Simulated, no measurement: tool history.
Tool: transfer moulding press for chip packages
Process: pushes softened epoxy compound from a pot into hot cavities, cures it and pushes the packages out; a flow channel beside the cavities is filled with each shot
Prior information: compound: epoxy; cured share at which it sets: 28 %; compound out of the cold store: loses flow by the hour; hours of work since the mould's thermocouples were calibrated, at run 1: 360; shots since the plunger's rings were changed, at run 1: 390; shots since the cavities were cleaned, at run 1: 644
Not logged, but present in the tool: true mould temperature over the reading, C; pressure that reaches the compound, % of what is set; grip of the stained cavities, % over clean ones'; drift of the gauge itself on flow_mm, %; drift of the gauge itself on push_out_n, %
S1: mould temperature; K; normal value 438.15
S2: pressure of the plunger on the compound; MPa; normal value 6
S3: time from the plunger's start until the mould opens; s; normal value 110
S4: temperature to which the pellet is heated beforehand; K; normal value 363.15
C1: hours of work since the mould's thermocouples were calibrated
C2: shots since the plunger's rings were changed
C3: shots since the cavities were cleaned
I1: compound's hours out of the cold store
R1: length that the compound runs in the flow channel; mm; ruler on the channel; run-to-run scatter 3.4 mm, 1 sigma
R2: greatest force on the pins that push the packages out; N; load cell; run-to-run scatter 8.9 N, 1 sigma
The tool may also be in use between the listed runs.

| run | day | S1 | S2 | S3 | S4 | C1 | C2 | C3 | I1 | R1 | R2 |
|---|---|---|---|---|---|---|---|---|---|---|---|
| 1 | 0 | 438.15 | 6 | 110 | 363.15 | 360 | 390 | 644 | 27.3 | 509 | 568 |
|  | 0.917 | mould's thermocouples calibrated |
| 2 | 1.233 | 438.15 | 6 | 110 | 363.15 | 5 | 727 | 981 | 12.1 | 553 | 612 |
|  | 1.504 | cavities cleaned with cleaning compound and waxed |
| 3 | 2.271 | 438.15 | 6 | 110 | 363.15 | 22 | 1013 | 225 | 39.8 | 464 | 470 |
| 4 | 3.208 | 438.15 | 6 | 110 | 363.15 | 38 | 1287 | 499 | 9.2 | 559 | 536 |
| 5 | 4.112 | 438.15 | 6 | 110 | 363.15 | 53 | 1553 | 765 | 29.7 | 486 | 556 |
|  | 5.075 | cavities cleaned with cleaning compound and waxed |
| 6 | 5.267 | 438.15 | 6 | 110 | 363.15 | 72 | 1873 | 56 | 29.1 | 493 | 439 |
| 7 | 6.421 | 438.15 | 6 | 110 | 363.15 | 91 | 2211 | 394 | 25.6 | 497 | 495 |
| 8 | 7.7 | 438.15 | 6 | 110 | 363.15 | 113 | 2586 | 769 | 41.7 | 445 | 560 |
| 9 | 8.342 | 438.15 | 5.86 | 110 | 363.15 | 124 | 2774 | 957 | 22 | 490 | 597 |
|  | 8.617 | cavities cleaned with cleaning compound and waxed |
| 10 | 9.054 | 438.15 | 5.86 | 110 | 363.15 | 135 | 2966 | 129 | 35.7 | 445 | 432 |
| 11 | 9.996 | 438.15 | 5.86 | 110 | 363.15 | 150 | 3241 | 404 | 46.4 | 419 | 495 |
| 12 | 10.692 | 438.15 | 5.86 | 110 | 363.15 | 162 | 3446 | 609 | 39.9 | 436 | 523 |
|  | 11.696 | plunger's sealing rings changed |
| 13 | 11.771 | 438.15 | 5.86 | 110 | 363.15 | 179 | 21 | 894 | 23 | 519 | 575 |
|  | 12.308 | cavities cleaned with cleaning compound and waxed |
| 14 | 13.212 | 438.15 | 6 | 110 | 363.15 | 202 | 426 | 265 | 39.1 | 475 | 502 |
| 15 | 14.262 | 438.15 | 6 | 110 | 363.15 | 220 | 733 | 572 | 9.9 | 567 | 553 |
| 16 | 15.408 | 438.15 | 6 | 94 | 363.15 | 239 | 1069 | 908 | 42.1 | 459 | 675 |
|  | 15.883 | cavities cleaned with cleaning compound and waxed |
| 17 | 16.708 | 443.15 | 6.41 | 91 | 369.15 | 260 | 1433 | 242 | 20.7 | 520 | 489 |
| 18 | 18.054 | 431.15 | 4.64 | 91 | 360.15 | 283 | 1828 | 637 | 31.5 | 441 | 1239 |
| 19 | 19.225 | 443.15 | 5.1 | 110 | 363.15 | 303 | 2171 | 980 | 24.3 | 450 | 542 |
|  | 19.471 | cavities cleaned with cleaning compound and waxed |
| 20 | 19.929 | 432.15 | 6 | 101 | 363.15 | 314 | 2359 | 135 | 24.4 | 516 | 756 |
| 21 | 21.362 | 432.15 | 6 | 101 | 363.15 | 338 | 2779 | 555 | 47 | 440 | 836 |
| 22 | 22.092 | 438.15 | 6 | 122 | 353.15 | 350 | 2993 | 769 | 28.6 | 478 | 536 |
| 23 | 22.875 | 438.15 | 6 | 122 | 353.15 | 364 | 3222 | 998 | 31.4 | 469 | 540 |
|  | 23.038 | cavities cleaned with cleaning compound and waxed |
|  | 23.638 | mould's thermocouples calibrated |
| 24 | 23.921 | 438.15 | 6 | 122 | 353.15 | 5 | 3487 | 234 | 39 | 443 | 434 |
|  | 24.729 | plunger's sealing rings changed |
| 25 | 24.729 | 435.15 | 6.46 | 116 | 356.15 | 17 | 0 | 441 | 45.7 | 482 | 547 |
| 26 | 25.417 | 435.15 | 6.46 | 116 | 356.15 | 28 | 200 | 641 | 8.5 | 604 | 629 |
| 27 | 26.058 | 435.15 | 6.46 | 116 | 356.15 | 39 | 388 | 829 | 43.8 | 478 | 615 |
|  | 26.804 | cavities cleaned with cleaning compound and waxed |
| 28 | 26.804 | 435.15 | 6.46 | 116 | 356.15 | 51 | 589 | 0 | 45.3 | 478 | 432 |

Below are 3 alternative next runs, each starting from the tool's condition after run 28. Predict each:
| A | 28.012 | 435.15 | 6.46 | 116 | 356.15 | 71 | 944 | 355 | 32 | ? | ? |
| B | 28.012 | 441.15 | 5.41 | 110 | 363.15 | 71 | 944 | 355 | 47.5 | ? | ? |
| C | 28.012 | 431.15 | 6 | 101 | 363.15 | 71 | 944 | 355 | 41.6 | ? | ? |

| run | R1 | R2 |
|---|---|---|
| A | 516 | 525 |
| B | 414 | 467 |
| C | 473 | 841 |
Stripped of hidden state, with their random variation kept, the same runs would have yielded:
| run | R1 | R2 |
|---|---|---|
| A | 526 | 426 |
| B | 422 | 381 |
| C | 483 | 680 |
